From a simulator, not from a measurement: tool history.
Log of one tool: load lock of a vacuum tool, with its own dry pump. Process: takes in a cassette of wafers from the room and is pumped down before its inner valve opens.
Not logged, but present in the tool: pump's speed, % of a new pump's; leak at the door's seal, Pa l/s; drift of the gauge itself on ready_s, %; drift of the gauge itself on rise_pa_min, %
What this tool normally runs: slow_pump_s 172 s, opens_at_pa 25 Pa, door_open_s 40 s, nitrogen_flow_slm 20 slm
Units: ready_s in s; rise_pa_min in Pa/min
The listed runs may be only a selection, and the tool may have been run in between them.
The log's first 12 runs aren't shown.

run,day,slow_pump_s,opens_at_pa,door_open_s,nitrogen_flow_slm,hours that the pump has run since its overhaul,times that the door has closed on its seal,"incoming humidity of the room's air, %",ready_s,rise_pa_min
13,75.542,172,25,40,13,3379,11067,44.4,267.5,0.026
14,83.225,201,25,40,13,3563,11431,46.2,290.4,0.025
15,92.012,172,25,40,20,3774,11847,43.8,268.4,0.024
16,97.6,172,25,40,20,3908,12112,47,266,0.018
17,104.204,172,25,40,20,4067,12425,44.1,264.2,0.021
18,108.938,172,25,40,20,4180,12649,45,267.7,0.018
19,113.592,172,25,40,20,4292,12870,45.5,264.4,0.019
20,117.371,96,25,40,8,4383,13049,43.1,195.9,0.026
21,125.133,170,19,52,20,4569,13417,49.2,269.3,0.03
22,133.729,170,37,185,20,4775,13824,44,260.9,0.043
23,142.025,170,19,173,20,4974,14217,43.8,268.5,0.038
24,148.142,214,30,40,20,5121,14507,43.5,300.3,0.021
25,156.375,276,29,115,11,5319,14897,41.7,362.2,0.039
26,160.988,276,29,115,11,5430,15116,45,355.2,0.041
27,169.754,172,25,240,20,5640,15531,45.5,267.9,0.055
28,178.188,172,28,40,20,5842,15931,42.6,263.8,0.027
29,186.454,247,28,43,6,6041,16323,43.2,333.6,0.026
30,194.175,172,19,40,5,6226,16689,45.9,267.6,0.032
31,199.75,172,19,40,5,6360,16953,43.8,268.1,0.034
32,207.683,212,28,52,7,6550,17329,46.1,300.5,0.04
33,211.55,172,26,40,6,6643,17512,46.5,265.6,0.03
34,216.617,172,26,40,6,6765,17752,45.3,265,0.033
35,223.288,131,22,78,36,6925,18068,41.7,232.3,0.02
36,229.542,181,25,31,12,7075,18365,46.6,277.5,0.026

Below are 4 alternative next runs, each starting from the tool's condition after run 36. Predict each:
A,233.358,172,25,57,15,7166,18546,44.9,?,?
B,233.358,174,25,146,20,7166,18546,40.7,?,?
C,233.358,181,25,74,12,7166,18546,47.2,?,?
D,233.358,172,38,39,6,7166,18546,46.3,?,?

run,ready_s,rise_pa_min
A,264.4,0.026
B,266.8,0.037
C,273.9,0.04
D,261.6,0.036
With the hidden condition removed and each run's random variation left untouched, the same runs would have given:
run,ready_s,rise_pa_min
A,264.4,0.024
B,266.7,0.035
C,273.8,0.038
D,261.5,0.034

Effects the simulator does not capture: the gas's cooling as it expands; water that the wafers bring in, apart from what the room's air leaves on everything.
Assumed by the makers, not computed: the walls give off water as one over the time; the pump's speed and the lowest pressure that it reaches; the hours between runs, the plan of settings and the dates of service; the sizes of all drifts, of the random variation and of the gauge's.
